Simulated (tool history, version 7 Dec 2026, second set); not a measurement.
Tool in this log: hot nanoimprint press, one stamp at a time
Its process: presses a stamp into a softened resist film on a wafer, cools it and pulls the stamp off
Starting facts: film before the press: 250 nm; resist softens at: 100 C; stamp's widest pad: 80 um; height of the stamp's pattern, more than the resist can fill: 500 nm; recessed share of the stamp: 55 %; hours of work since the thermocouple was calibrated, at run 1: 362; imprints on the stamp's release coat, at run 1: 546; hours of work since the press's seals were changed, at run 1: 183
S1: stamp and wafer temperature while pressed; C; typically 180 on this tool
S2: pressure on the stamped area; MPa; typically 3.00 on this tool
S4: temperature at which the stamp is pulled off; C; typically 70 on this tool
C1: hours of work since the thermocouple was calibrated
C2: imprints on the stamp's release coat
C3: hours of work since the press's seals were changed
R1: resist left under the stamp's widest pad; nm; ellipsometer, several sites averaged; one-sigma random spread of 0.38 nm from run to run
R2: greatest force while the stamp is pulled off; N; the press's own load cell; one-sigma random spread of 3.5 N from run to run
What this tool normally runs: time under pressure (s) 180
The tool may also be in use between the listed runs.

{"run": 1, "hour": 0.0, "S1": 180, "S2": 3.0, "time under pressure (s)": 180, "S4": 70, "C1": 362, "C2": 546, "C3": 183, "R1": 131.4, "R2": 197}
{"run": 2, "hour": 7.5, "S1": 180, "S2": 3.0, "time under pressure (s)": 180, "S4": 70, "C1": 368, "C2": 586, "C3": 188, "R1": 131.0, "R2": 196}
{"run": 3, "hour": 18.1, "S1": 180, "S2": 3.0, "time under pressure (s)": 180, "S4": 70, "C1": 375, "C2": 642, "C3": 195, "R1": 131.1, "R2": 200}
{"run": 4, "hour": 25.9, "S1": 180, "S2": 3.0, "time under pressure (s)": 180, "S4": 70, "C1": 381, "C2": 683, "C3": 201, "R1": 130.9, "R2": 200}
{"run": 5, "hour": 34.0, "S1": 180, "S2": 3.0, "time under pressure (s)": 180, "S4": 70, "C1": 387, "C2": 726, "C3": 207, "R1": 130.3, "R2": 201}
{"run": 6, "hour": 40.0, "S1": 180, "S2": 4.6, "time under pressure (s)": 180, "S4": 70, "C1": 391, "C2": 758, "C3": 211, "R1": 109.1, "R2": 198}
{"run": 7, "hour": 50.8, "S1": 180, "S2": 4.6, "time under pressure (s)": 180, "S4": 70, "C1": 398, "C2": 815, "C3": 219, "R1": 109.5, "R2": 196}
{"run": 8, "hour": 58.5, "S1": 180, "S2": 4.6, "time under pressure (s)": 180, "S4": 70, "C1": 404, "C2": 856, "C3": 224, "R1": 109.7, "R2": 196}
{"run": 9, "hour": 68.7, "S1": 180, "S2": 4.6, "time under pressure (s)": 180, "S4": 70, "C1": 411, "C2": 910, "C3": 231, "R1": 108.9, "R2": 201}
{"run": 10, "hour": 76.8, "S1": 180, "S2": 4.6, "time under pressure (s)": 180, "S4": 70, "C1": 417, "C2": 952, "C3": 237, "R1": 109.3, "R2": 200}
{"run": 11, "hour": 88.0, "S1": 175, "S2": 4.6, "time under pressure (s)": 180, "S4": 70, "C1": 425, "C2": 1012, "C3": 245, "R1": 135.0, "R2": 199}
{"run": 12, "hour": 95.7, "S1": 175, "S2": 4.7, "time under pressure (s)": 180, "S4": 70, "C1": 430, "C2": 1052, "C3": 250, "R1": 133.4, "R2": 196}
{"run": 13, "hour": 103.0, "S1": 175, "S2": 4.7, "time under pressure (s)": 180, "S4": 70, "C1": 435, "C2": 1091, "C3": 256, "R1": 133.2, "R2": 192}
{"run": 14, "hour": 111.1, "S1": 175, "S2": 4.7, "time under pressure (s)": 180, "S4": 71, "C1": 441, "C2": 1134, "C3": 261, "R1": 133.3, "R2": 190}
{"run": 15, "hour": 122.2, "S1": 175, "S2": 4.7, "time under pressure (s)": 180, "S4": 71, "C1": 449, "C2": 1192, "C3": 269, "R1": 133.5, "R2": 193}
{"run": 16, "hour": 129.0, "S1": 175, "S2": 4.7, "time under pressure (s)": 180, "S4": 71, "C1": 454, "C2": 1228, "C3": 274, "R1": 132.7, "R2": 187}
{"hour": 143.7, "done": "stamp cleaned and given a new release coat"}
{"run": 17, "hour": 146.0, "S1": 181, "S2": 4.7, "time under pressure (s)": 180, "S4": 71, "C1": 462, "C2": 12, "C3": 282, "R1": 103.6, "R2": 196}
{"run": 18, "hour": 153.0, "S1": 180, "S2": 3.0, "time under pressure (s)": 180, "S4": 66, "C1": 467, "C2": 49, "C3": 287, "R1": 131.5, "R2": 227}
{"run": 19, "hour": 160.7, "S1": 180, "S2": 3.0, "time under pressure (s)": 180, "S4": 66, "C1": 472, "C2": 90, "C3": 292, "R1": 130.9, "R2": 211}
{"run": 20, "hour": 166.0, "S1": 180, "S2": 2.01, "time under pressure (s)": 270, "S4": 67, "C1": 476, "C2": 117, "C3": 296, "R1": 134.4, "R2": 211}
{"run": 21, "hour": 174.0, "S1": 180, "S2": 2.14, "time under pressure (s)": 270, "S4": 56, "C1": 481, "C2": 160, "C3": 302, "R1": 130.8, "R2": 271}
{"run": 22, "hour": 184.5, "S1": 180, "S2": 2.14, "time under pressure (s)": 270, "S4": 56, "C1": 489, "C2": 215, "C3": 309, "R1": 130.7, "R2": 272}
{"run": 23, "hour": 191.4, "S1": 180, "S2": 1.9, "time under pressure (s)": 113, "S4": 56, "C1": 494, "C2": 252, "C3": 314, "R1": 177.1, "R2": 273}
{"run": 24, "hour": 196.7, "S1": 190, "S2": 1.9, "time under pressure (s)": 279, "S4": 56, "C1": 497, "C2": 280, "C3": 318, "R1": 91.2, "R2": 278}
{"run": 25, "hour": 207.8, "S1": 177, "S2": 3.55, "time under pressure (s)": 136, "S4": 56, "C1": 505, "C2": 339, "C3": 325, "R1": 150.5, "R2": 261}
{"run": 26, "hour": 214.8, "S1": 180, "S2": 4.13, "time under pressure (s)": 180, "S4": 68, "C1": 510, "C2": 376, "C3": 330, "R1": 114.8, "R2": 208}
{"run": 27, "hour": 223.3, "S1": 188, "S2": 4.13, "time under pressure (s)": 180, "S4": 68, "C1": 516, "C2": 421, "C3": 336, "R1": 81.8, "R2": 205}
{"run": 28, "hour": 233.0, "S1": 182, "S2": 4.13, "time under pressure (s)": 180, "S4": 68, "C1": 523, "C2": 472, "C3": 343, "R1": 105.1, "R2": 209}
{"run": 29, "hour": 241.2, "S1": 182, "S2": 4.13, "time under pressure (s)": 180, "S4": 68, "C1": 529, "C2": 515, "C3": 349, "R1": 105.0, "R2": 199}

Each row is a separate what-if for the run after 29, all from the same tool condition, not one after another. Results?
{"run": "A", "hour": 250.7, "S1": 180, "S2": 3.04, "time under pressure (s)": 297, "S4": 70, "C1": 536, "C2": 565, "C3": 356, "R1": "?", "R2": "?"}
{"run": "B", "hour": 250.7, "S1": 178, "S2": 4.13, "time under pressure (s)": 180, "S4": 68, "C1": 536, "C2": 565, "C3": 356, "R1": "?", "R2": "?"}
{"run": "C", "hour": 250.7, "S1": 171, "S2": 4.17, "time under pressure (s)": 342, "S4": 70, "C1": 536, "C2": 565, "C3": 356, "R1": "?", "R2": "?"}
{"run": "D", "hour": 250.7, "S1": 181, "S2": 4.13, "time under pressure (s)": 180, "S4": 67, "C1": 536, "C2": 565, "C3": 356, "R1": "?", "R2": "?"}

run=A R1=108.8 R2=191
run=B R1=124.1 R2=206
run=C R1=132.4 R2=197
run=D R1=110.1 R2=204
Take away the tool's hidden state, keep each run's random variation, and the runs would have read:
run=A R1=109.0 R2=191
run=B R1=124.3 R2=206
run=C R1=132.6 R2=197
run=D R1=110.3 R2=203

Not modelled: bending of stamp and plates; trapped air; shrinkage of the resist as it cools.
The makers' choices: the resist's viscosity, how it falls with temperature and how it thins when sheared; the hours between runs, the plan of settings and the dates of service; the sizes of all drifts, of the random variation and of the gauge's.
